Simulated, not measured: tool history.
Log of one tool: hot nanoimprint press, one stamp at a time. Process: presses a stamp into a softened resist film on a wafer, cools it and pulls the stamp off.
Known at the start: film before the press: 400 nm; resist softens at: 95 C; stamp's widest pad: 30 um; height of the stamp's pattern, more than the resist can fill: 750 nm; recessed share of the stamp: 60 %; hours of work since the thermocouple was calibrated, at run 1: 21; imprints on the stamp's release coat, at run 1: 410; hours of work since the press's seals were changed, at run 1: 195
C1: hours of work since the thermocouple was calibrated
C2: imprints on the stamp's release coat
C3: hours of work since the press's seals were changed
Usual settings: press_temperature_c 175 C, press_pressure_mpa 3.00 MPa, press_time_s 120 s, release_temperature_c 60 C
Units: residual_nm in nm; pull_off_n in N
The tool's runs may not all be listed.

Run 1, day 0.000: usual settings; C1 21; C2 410; C3 195. Result: residual_nm 147.9 nm, pull_off_n 122 N.
Run 2, day 1.121: usual settings; C1 42; C2 491; C3 215. Result: residual_nm 147.3 nm, pull_off_n 125 N.
Run 3, day 3.342: usual settings; C1 83; C2 649; C3 256. Result: residual_nm 146.0 nm, pull_off_n 128 N.
At day 4.329: stamp cleaned and given a new release coat.
Run 4, day 5.117: usual settings; C1 111; C2 57; C3 284. Result: residual_nm 146.6 nm, pull_off_n 114 N.
Run 5, day 6.025: usual settings; C1 128; C2 121; C3 301. Result: residual_nm 146.4 nm, pull_off_n 118 N.
Run 6, day 7.192: usual settings; C1 149; C2 205; C3 322. Result: residual_nm 145.3 nm, pull_off_n 117 N.
Run 7, day 8.708: usual settings; C1 177; C2 313; C3 350. Result: residual_nm 145.2 nm, pull_off_n 118 N.
Run 8, day 10.471: usual settings; C1 209; C2 439; C3 383. Result: residual_nm 146.8 nm, pull_off_n 122 N.
Run 9, day 12.008: usual settings; C1 238; C2 549; C3 411. Result: residual_nm 144.1 nm, pull_off_n 125 N.
Run 10, day 13.058: usual settings but release_temperature_c 53 C; C1 257; C2 624; C3 430. Result: residual_nm 144.5 nm, pull_off_n 141 N.
At day 14.375: stamp cleaned and given a new release coat.
Run 11, day 14.979: usual settings but release_temperature_c 53 C; C1 288; C2 43; C3 461. Result: residual_nm 143.6 nm, pull_off_n 123 N.
Run 12, day 15.904: usual settings but release_temperature_c 53 C; C1 305; C2 109; C3 478. Result: residual_nm 143.8 nm, pull_off_n 127 N.
Run 13, day 17.971: usual settings but release_temperature_c 53 C; C1 343; C2 257; C3 516. Result: residual_nm 142.8 nm, pull_off_n 132 N.
Run 14, day 19.696: usual settings but press_time_s 127 s; C1 374; C2 380; C3 548. Result: residual_nm 140.3 nm, pull_off_n 120 N.
At day 21.588: plate thermocouple calibrated.
Run 15, day 22.021: usual settings but release_temperature_c 59 C; C1 8; C2 537; C3 588. Result: residual_nm 146.4 nm, pull_off_n 125 N.
Run 16, day 23.425: usual settings but press_time_s 61 s; C1 34; C2 638; C3 614. Result: residual_nm 194.3 nm, pull_off_n 128 N.
At day 24.488: stamp cleaned and given a new release coat.
At day 24.925: press's hydraulic seals changed and the load cell set to zero.
Run 17, day 25.883: usual settings but press_temperature_c 182 C, press_pressure_mpa 4.02 MPa, release_temperature_c 51 C; C1 68; C2 76; C3 18. Result: residual_nm 103.0 nm, pull_off_n 129 N.
Run 18, day 27.104: usual settings but press_temperature_c 180 C, press_pressure_mpa 4.02 MPa, press_time_s 119 s, release_temperature_c 51 C; C1 91; C2 163; C3 40. Result: residual_nm 109.3 nm, pull_off_n 132 N.
Run 19, day 28.462: usual settings but press_temperature_c 180 C, press_pressure_mpa 4.02 MPa, press_time_s 119 s, release_temperature_c 51 C; C1 116; C2 261; C3 65. Result: residual_nm 110.2 nm, pull_off_n 134 N.
Run 20, day 30.571: usual settings but press_temperature_c 180 C, press_pressure_mpa 4.02 MPa, press_time_s 119 s, release_temperature_c 51 C; C1 154; C2 411; C3 104. Result: residual_nm 109.3 nm, pull_off_n 139 N.
Run 21, day 31.746: usual settings but press_temperature_c 177 C, press_pressure_mpa 1.94 MPa; C1 176; C2 495; C3 125. Result: residual_nm 163.1 nm, pull_off_n 126 N.
Run 22, day 33.121: usual settings but press_temperature_c 181 C, press_pressure_mpa 1.94 MPa, press_time_s 154 s, release_temperature_c 57 C; C1 201; C2 594; C3 151. Result: residual_nm 130.7 nm, pull_off_n 129 N.
Run 23, day 34.192: usual settings but press_temperature_c 180 C, press_pressure_mpa 3.38 MPa, press_time_s 233 s, release_temperature_c 50 C; C1 221; C2 670; C3 170. Result: residual_nm 85.7 nm, pull_off_n 144 N.
At day 34.829: stamp cleaned and given a new release coat.
Run 24, day 36.233: usual settings but press_temperature_c 180 C, press_pressure_mpa 3.38 MPa, press_time_s 233 s, release_temperature_c 50 C; C1 254; C2 100; C3 203. Result: residual_nm 84.9 nm, pull_off_n 135 N.
Run 25, day 37.358: usual settings but press_temperature_c 170 C, press_pressure_mpa 3.38 MPa, press_time_s 233 s, release_temperature_c 50 C; C1 275; C2 181; C3 224. Result: residual_nm 116.4 nm, pull_off_n 131 N.
Run 26, day 39.442: usual settings but press_temperature_c 183 C, press_pressure_mpa 2.85 MPa; C1 313; C2 330; C3 262. Result: residual_nm 116.4 nm, pull_off_n 120 N.
Run 27, day 40.488: usual settings but press_temperature_c 176 C, press_pressure_mpa 4.03 MPa; C1 332; C2 405; C3 282. Result: residual_nm 119.4 nm, pull_off_n 119 N.
Run 28, day 42.012: usual settings but press_temperature_c 176 C, press_pressure_mpa 4.03 MPa; C1 360; C2 514; C3 310. Result: residual_nm 120.0 nm, pull_off_n 118 N.
Run 29, day 43.042: usual settings but press_temperature_c 180 C, press_pressure_mpa 4.03 MPa, press_time_s 163 s; C1 379; C2 587; C3 329. Result: residual_nm 92.0 nm, pull_off_n 125 N.

3 ways to go on from here, each from the tool as it stands after run 29. What would each give?
At day 44.654: plate thermocouple calibrated.
At day 44.904: stamp cleaned and given a new release coat.
Run A, day 45.046: usual settings but press_temperature_c 180 C, press_pressure_mpa 4.03 MPa, press_time_s 163 s, release_temperature_c 59 C; C1 3; C2 10; C3 359. Result: residual_nm ?, pull_off_n ?.
At day 44.654: plate thermocouple calibrated.
At day 44.904: stamp cleaned and given a new release coat.
Run B, day 45.046: usual settings but press_temperature_c 180 C, press_pressure_mpa 4.03 MPa, press_time_s 97 s; C1 3; C2 10; C3 359. Result: residual_nm ?, pull_off_n ?.
At day 44.654: plate thermocouple calibrated.
At day 44.904: stamp cleaned and given a new release coat.
Run C, day 45.046: usual settings but press_temperature_c 180 C, press_pressure_mpa 4.03 MPa, press_time_s 218 s; C1 3; C2 10; C3 359. Result: residual_nm ?, pull_off_n ?.

run  residual_nm  pull_off_n
  A         96.7         116
  B        123.7         110
  C         85.0         113
Without the tool's hidden state the same runs would have given:
run  residual_nm  pull_off_n
  A         95.8         116
  B        122.5         110
  C         84.2         113

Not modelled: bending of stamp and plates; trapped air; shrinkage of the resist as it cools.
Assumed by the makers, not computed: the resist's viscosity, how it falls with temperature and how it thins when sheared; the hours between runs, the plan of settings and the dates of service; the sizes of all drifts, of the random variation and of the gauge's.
